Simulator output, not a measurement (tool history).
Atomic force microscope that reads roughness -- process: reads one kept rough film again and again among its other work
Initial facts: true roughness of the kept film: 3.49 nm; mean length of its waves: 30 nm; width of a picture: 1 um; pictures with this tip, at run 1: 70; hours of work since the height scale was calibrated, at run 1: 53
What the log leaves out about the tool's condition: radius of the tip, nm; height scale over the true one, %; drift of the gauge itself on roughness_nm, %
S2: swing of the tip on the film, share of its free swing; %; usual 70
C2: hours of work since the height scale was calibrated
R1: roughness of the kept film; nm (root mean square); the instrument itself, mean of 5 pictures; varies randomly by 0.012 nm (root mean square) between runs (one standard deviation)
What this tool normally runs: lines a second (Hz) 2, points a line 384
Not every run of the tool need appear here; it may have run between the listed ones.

{"run": 1, "day": 0.0, "lines a second (Hz)": 2, "S2": 70, "points a line": 384, "pictures with this tip": 70, "C2": 53, "R1": 2.677}
{"run": 2, "day": 1.708, "lines a second (Hz)": 2, "S2": 60, "points a line": 384, "pictures with this tip": 157, "C2": 81, "R1": 2.662}
{"day": 2.633, "done": "new tip fitted"}
{"run": 3, "day": 3.871, "lines a second (Hz)": 2, "S2": 70, "points a line": 384, "pictures with this tip": 63, "C2": 115, "R1": 2.662}
{"day": 6.533, "done": "new tip fitted"}
{"run": 4, "day": 7.188, "lines a second (Hz)": 2, "S2": 70, "points a line": 384, "pictures with this tip": 33, "C2": 168, "R1": 2.722}
{"day": 10.496, "done": "new tip fitted"}
{"run": 5, "day": 10.496, "lines a second (Hz)": 2, "S2": 70, "points a line": 384, "pictures with this tip": 0, "C2": 221, "R1": 2.795}
{"run": 6, "day": 13.083, "lines a second (Hz)": 1.83, "S2": 70, "points a line": 384, "pictures with this tip": 131, "C2": 263, "R1": 2.58}
{"day": 14.496, "done": "new tip fitted"}
{"run": 7, "day": 16.55, "lines a second (Hz)": 2, "S2": 70, "points a line": 384, "pictures with this tip": 104, "C2": 318, "R1": 2.554}
{"run": 8, "day": 18.283, "lines a second (Hz)": 2, "S2": 70, "points a line": 384, "pictures with this tip": 192, "C2": 346, "R1": 2.439}
{"day": 18.454, "done": "new tip fitted"}
{"run": 9, "day": 21.329, "lines a second (Hz)": 2, "S2": 70, "points a line": 384, "pictures with this tip": 146, "C2": 394, "R1": 2.526}
{"day": 22.358, "done": "new tip fitted"}
{"run": 10, "day": 24.521, "lines a second (Hz)": 2, "S2": 70, "points a line": 384, "pictures with this tip": 109, "C2": 445, "R1": 2.611}
{"day": 26.354, "done": "new tip fitted"}
{"run": 11, "day": 27.288, "lines a second (Hz)": 2, "S2": 70, "points a line": 919, "pictures with this tip": 47, "C2": 489, "R1": 2.726}
{"day": 30.329, "done": "new tip fitted"}
{"run": 12, "day": 30.571, "lines a second (Hz)": 2, "S2": 70, "points a line": 919, "pictures with this tip": 12, "C2": 542, "R1": 2.772}
{"run": 13, "day": 32.446, "lines a second (Hz)": 2, "S2": 70, "points a line": 919, "pictures with this tip": 107, "C2": 572, "R1": 2.588}
{"day": 34.396, "done": "new tip fitted"}
{"run": 14, "day": 35.075, "lines a second (Hz)": 2, "S2": 70, "points a line": 919, "pictures with this tip": 34, "C2": 614, "R1": 2.737}
{"run": 15, "day": 37.633, "lines a second (Hz)": 2, "S2": 70, "points a line": 384, "pictures with this tip": 163, "C2": 655, "R1": 2.521}
{"day": 38.329, "done": "new tip fitted"}
{"run": 16, "day": 39.988, "lines a second (Hz)": 2, "S2": 70, "points a line": 384, "pictures with this tip": 84, "C2": 692, "R1": 2.644}
{"day": 42.221, "done": "new tip fitted"}
{"run": 17, "day": 42.562, "lines a second (Hz)": 2, "S2": 70, "points a line": 384, "pictures with this tip": 17, "C2": 733, "R1": 2.764}
{"run": 18, "day": 45.596, "lines a second (Hz)": 1.7, "S2": 70, "points a line": 414, "pictures with this tip": 171, "C2": 782, "R1": 2.547}
{"day": 46.296, "done": "new tip fitted"}
{"run": 19, "day": 48.675, "lines a second (Hz)": 1.18, "S2": 77, "points a line": 414, "pictures with this tip": 121, "C2": 831, "R1": 2.619}
{"day": 50.246, "done": "new tip fitted"}
{"run": 20, "day": 52.046, "lines a second (Hz)": 3.49, "S2": 70, "points a line": 288, "pictures with this tip": 91, "C2": 885, "R1": 2.425}
{"day": 54.154, "done": "new tip fitted"}
{"run": 21, "day": 55.171, "lines a second (Hz)": 2.81, "S2": 61, "points a line": 933, "pictures with this tip": 51, "C2": 935, "R1": 2.773}
{"run": 22, "day": 56.683, "lines a second (Hz)": 2.81, "S2": 61, "points a line": 933, "pictures with this tip": 128, "C2": 959, "R1": 2.642}
{"day": 58.138, "done": "new tip fitted"}
{"run": 23, "day": 59.092, "lines a second (Hz)": 1.61, "S2": 70, "points a line": 919, "pictures with this tip": 48, "C2": 998, "R1": 2.779}
{"run": 24, "day": 60.533, "lines a second (Hz)": 3.99, "S2": 63, "points a line": 384, "pictures with this tip": 121, "C2": 1021, "R1": 2.498}
{"day": 62.196, "done": "new tip fitted"}
{"run": 25, "day": 62.912, "lines a second (Hz)": 3.97, "S2": 77, "points a line": 384, "pictures with this tip": 37, "C2": 1059, "R1": 2.258}
{"day": 66.129, "done": "new tip fitted"}
{"run": 26, "day": 66.175, "lines a second (Hz)": 3.97, "S2": 77, "points a line": 384, "pictures with this tip": 2, "C2": 1111, "R1": 2.303}
{"run": 27, "day": 69.292, "lines a second (Hz)": 1.11, "S2": 86, "points a line": 525, "pictures with this tip": 160, "C2": 1161, "R1": 2.429}
{"day": 70.125, "done": "new tip fitted"}
{"run": 28, "day": 71.621, "lines a second (Hz)": 0.66, "S2": 86, "points a line": 542, "pictures with this tip": 76, "C2": 1198, "R1": 2.696}
{"run": 29, "day": 73.167, "lines a second (Hz)": 2, "S2": 70, "points a line": 502, "pictures with this tip": 154, "C2": 1223, "R1": 2.511}
{"day": 74.129, "done": "new tip fitted"}
{"run": 30, "day": 76.388, "lines a second (Hz)": 2, "S2": 70, "points a line": 502, "pictures with this tip": 114, "C2": 1274, "R1": 2.577}
{"day": 78.158, "done": "new tip fitted"}
{"run": 31, "day": 79.825, "lines a second (Hz)": 0.69, "S2": 87, "points a line": 347, "pictures with this tip": 85, "C2": 1329, "R1": 2.659}
{"run": 32, "day": 81.458, "lines a second (Hz)": 0.69, "S2": 87, "points a line": 347, "pictures with this tip": 167, "C2": 1355, "R1": 2.553}
{"day": 82.125, "done": "new tip fitted"}
{"run": 33, "day": 84.104, "lines a second (Hz)": 1.95, "S2": 85, "points a line": 347, "pictures with this tip": 100, "C2": 1398, "R1": 2.317}

For each entry between runs, how does the tool's hidden state at the last listed run before it compare with that at the first listed run after it?
Between runs 2 and 3: new tip fitted (day 2.633)
  radius of the tip, nm: 14.4 -> 10.1; height scale over the true one, %: -0.11 -> -0.13
  measured less the result without the state, R1: -0.276 -> -0.119 nm (root mean square)
Between runs 3 and 4: new tip fitted (day 6.533)
  radius of the tip, nm: 10.1 -> 9; height scale over the true one, %: -0.13 -> -0.17
  measured less the result without the state, R1: -0.119 -> -0.082 nm (root mean square)
Between runs 4 and 5: new tip fitted (day 10.496)
  radius of the tip, nm: 9 -> 7.4; height scale over the true one, %: -0.17 -> -0.21
  measured less the result without the state, R1: -0.082 -> -0.023 nm (root mean square)
Between runs 6 and 7: new tip fitted (day 14.496)
  radius of the tip, nm: 13.7 -> 13.5; height scale over the true one, %: -0.25 -> -0.29
  measured less the result without the state, R1: -0.246 -> -0.237 nm (root mean square)
Between runs 8 and 9: new tip fitted (day 18.454)
  radius of the tip, nm: 17.7 -> 14.4; height scale over the true one, %: -0.32 -> -0.36
  measured less the result without the state, R1: -0.369 -> -0.268 nm (root mean square)
Between runs 9 and 10: new tip fitted (day 22.358)
  radius of the tip, nm: 14.4 -> 12.3; height scale over the true one, %: -0.36 -> -0.4
  measured less the result without the state, R1: -0.268 -> -0.202 nm (root mean square)
Between runs 10 and 11: new tip fitted (day 26.354)
  radius of the tip, nm: 12.3 -> 9.4; height scale over the true one, %: -0.4 -> -0.43
  measured less the result without the state, R1: -0.202 -> -0.103 nm (root mean square)
Between runs 11 and 12: new tip fitted (day 30.329)
  radius of the tip, nm: 9.4 -> 8.4; height scale over the true one, %: -0.43 -> -0.48
  measured less the result without the state, R1: -0.103 -> -0.066 nm (root mean square)
Between runs 13 and 14: new tip fitted (day 34.396)
  radius of the tip, nm: 13 -> 9.1; height scale over the true one, %: -0.5 -> -0.54
  measured less the result without the state, R1: -0.231 -> -0.093 nm (root mean square)
Between runs 15 and 16: new tip fitted (day 38.329)
  radius of the tip, nm: 15.1 -> 11.5; height scale over the true one, %: -0.57 -> -0.6
  measured less the result without the state, R1: -0.297 -> -0.181 nm (root mean square)
Between runs 16 and 17: new tip fitted (day 42.221)
  radius of the tip, nm: 11.5 -> 8.2; height scale over the true one, %: -0.6 -> -0.63
  measured less the result without the state, R1: -0.181 -> -0.063 nm (root mean square)
Between runs 18 and 19: new tip fitted (day 46.296)
  radius of the tip, nm: 15.8 -> 13; height scale over the true one, %: -0.67 -> -0.71
  measured less the result without the state, R1: -0.331 -> -0.235 nm (root mean square)
Between runs 19 and 20: new tip fitted (day 50.246)
  radius of the tip, nm: 13 -> 11.9; height scale over the true one, %: -0.71 -> -0.75
  measured less the result without the state, R1: -0.235 -> -0.185 nm (root mean square)
Between runs 20 and 21: new tip fitted (day 54.154)
  radius of the tip, nm: 11.9 -> 9.6; height scale over the true one, %: -0.75 -> -0.79
  measured less the result without the state, R1: -0.185 -> -0.122 nm (root mean square)
Between runs 22 and 23: new tip fitted (day 58.138)
  radius of the tip, nm: 13.3 -> 9.6; height scale over the true one, %: -0.81 -> -0.85
  measured less the result without the state, R1: -0.252 -> -0.124 nm (root mean square)
Between runs 24 and 25: new tip fitted (day 62.196)
  radius of the tip, nm: 13.4 -> 9.3; height scale over the true one, %: -0.86 -> -0.89
  measured less the result without the state, R1: -0.244 -> -0.094 nm (root mean square)
Between runs 25 and 26: new tip fitted (day 66.129)
  radius of the tip, nm: 9.3 -> 7.7; height scale over the true one, %: -0.89 -> -0.93
  measured less the result without the state, R1: -0.094 -> -0.045 nm (root mean square)
Between runs 27 and 28: new tip fitted (day 70.125)
  radius of the tip, nm: 15.3 -> 11.1; height scale over the true one, %: -0.97 -> -1
  measured less the result without the state, R1: -0.306 -> -0.181 nm (root mean square)
Between runs 29 and 30: new tip fitted (day 74.129)
  radius of the tip, nm: 15.2 -> 12.8; height scale over the true one, %: -1.02 -> -1.06
  measured less the result without the state, R1: -0.312 -> -0.238 nm (root mean square)
Between runs 30 and 31: new tip fitted (day 78.158)
  radius of the tip, nm: 12.8 -> 11.2; height scale over the true one, %: -1.06 -> -1.11
  measured less the result without the state, R1: -0.238 -> -0.187 nm (root mean square)
Between runs 32 and 33: new tip fitted (day 82.125)
  radius of the tip, nm: 15 -> 12.3; height scale over the true one, %: -1.13 -> -1.16
  measured less the result without the state, R1: -0.315 -> -0.198 nm (root mean square)

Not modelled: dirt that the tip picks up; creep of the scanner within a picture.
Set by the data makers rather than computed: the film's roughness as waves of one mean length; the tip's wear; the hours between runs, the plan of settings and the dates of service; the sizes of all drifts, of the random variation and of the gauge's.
